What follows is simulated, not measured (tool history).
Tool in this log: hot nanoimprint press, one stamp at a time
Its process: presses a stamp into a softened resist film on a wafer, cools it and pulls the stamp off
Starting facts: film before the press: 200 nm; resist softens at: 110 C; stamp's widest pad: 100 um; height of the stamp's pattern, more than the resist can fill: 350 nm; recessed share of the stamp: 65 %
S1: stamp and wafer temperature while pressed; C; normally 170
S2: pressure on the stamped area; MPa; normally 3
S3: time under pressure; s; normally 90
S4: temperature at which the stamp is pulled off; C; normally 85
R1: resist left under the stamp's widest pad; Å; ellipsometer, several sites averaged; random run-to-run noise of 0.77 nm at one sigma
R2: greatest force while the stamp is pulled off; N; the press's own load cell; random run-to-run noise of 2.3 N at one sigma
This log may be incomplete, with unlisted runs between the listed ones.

{"run": 1, "hour": 0.0, "S1": 170, "S2": 3, "S3": 90, "S4": 85, "R1": 1004, "R2": 99}
{"run": 2, "hour": 39.5, "S1": 180, "S2": 3, "S3": 90, "S4": 85, "R1": 626, "R2": 100}
{"run": 3, "hour": 77.2, "S1": 180, "S2": 3, "S3": 50, "S4": 85, "R1": 796, "R2": 102}
{"run": 4, "hour": 126.3, "S1": 180, "S2": 3, "S3": 50, "S4": 85, "R1": 774, "R2": 101}
{"run": 5, "hour": 176.6, "S1": 170, "S2": 3, "S3": 90, "S4": 85, "R1": 985, "R2": 103}
{"run": 6, "hour": 222.0, "S1": 170, "S2": 3, "S3": 90, "S4": 85, "R1": 1007, "R2": 103}
{"hour": 264.5, "done": "press's hydraulic seals changed and the load cell set to zero"}
{"run": 7, "hour": 281.9, "S1": 170, "S2": 3, "S3": 90, "S4": 85, "R1": 938, "R2": 106}
{"run": 8, "hour": 305.9, "S1": 170, "S2": 3, "S3": 90, "S4": 84, "R1": 944, "R2": 105}
{"run": 9, "hour": 348.3, "S1": 170, "S2": 3, "S3": 90, "S4": 84, "R1": 944, "R2": 107}
{"run": 10, "hour": 383.3, "S1": 164, "S2": 3, "S3": 90, "S4": 85, "R1": 1218, "R2": 100}
{"run": 11, "hour": 412.3, "S1": 167, "S2": 3, "S3": 90, "S4": 85, "R1": 1075, "R2": 104}
{"run": 12, "hour": 441.9, "S1": 164, "S2": 2.33, "S3": 90, "S4": 85, "R1": 1356, "R2": 108}
{"run": 13, "hour": 492.1, "S1": 169, "S2": 3.89, "S3": 90, "S4": 85, "R1": 848, "R2": 104}
{"hour": 531.1, "done": "plate thermocouple calibrated"}
{"run": 14, "hour": 542.0, "S1": 170, "S2": 2.06, "S3": 68, "S4": 85, "R1": 1285, "R2": 112}
{"run": 15, "hour": 575.0, "S1": 170, "S2": 3, "S3": 90, "S4": 72, "R1": 982, "R2": 155}
{"run": 16, "hour": 605.8, "S1": 174, "S2": 3, "S3": 90, "S4": 84, "R1": 820, "R2": 118}
{"run": 17, "hour": 663.1, "S1": 176, "S2": 3, "S3": 90, "S4": 88, "R1": 729, "R2": 101}
{"run": 18, "hour": 692.7, "S1": 176, "S2": 2.9, "S3": 90, "S4": 85, "R1": 761, "R2": 110}
{"run": 19, "hour": 725.8, "S1": 164, "S2": 2.9, "S3": 70, "S4": 85, "R1": 1369, "R2": 116}
{"run": 20, "hour": 767.5, "S1": 164, "S2": 2.9, "S3": 70, "S4": 85, "R1": 1353, "R2": 116}
{"run": 21, "hour": 799.3, "S1": 164, "S2": 2.9, "S3": 70, "S4": 85, "R1": 1377, "R2": 114}

Alternative continuations, all from the tool just after run 21; predict every row:
{"run": "A", "hour": 843.3, "S1": 172, "S2": 3, "S3": 99, "S4": 74, "R1": "?", "R2": "?"}
{"run": "B", "hour": 843.3, "S1": 159, "S2": 3, "S3": 95, "S4": 73, "R1": "?", "R2": "?"}
{"run": "C", "hour": 843.3, "S1": 164, "S2": 2.9, "S3": 106, "S4": 85, "R1": "?", "R2": "?"}
{"run": "D", "hour": 843.3, "S1": 175, "S2": 2.83, "S3": 70, "S4": 85, "R1": "?", "R2": "?"}

run=A R1=855 R2=151
run=B R1=1504 R2=156
run=C R1=1222 R2=113
run=D R1=854 R2=113
Without the tool's unlogged condition, the same runs would have read:
run=A R1=870 R2=134
run=B R1=1526 R2=138
run=C R1=1244 R2=101
run=D R1=869 R2=100
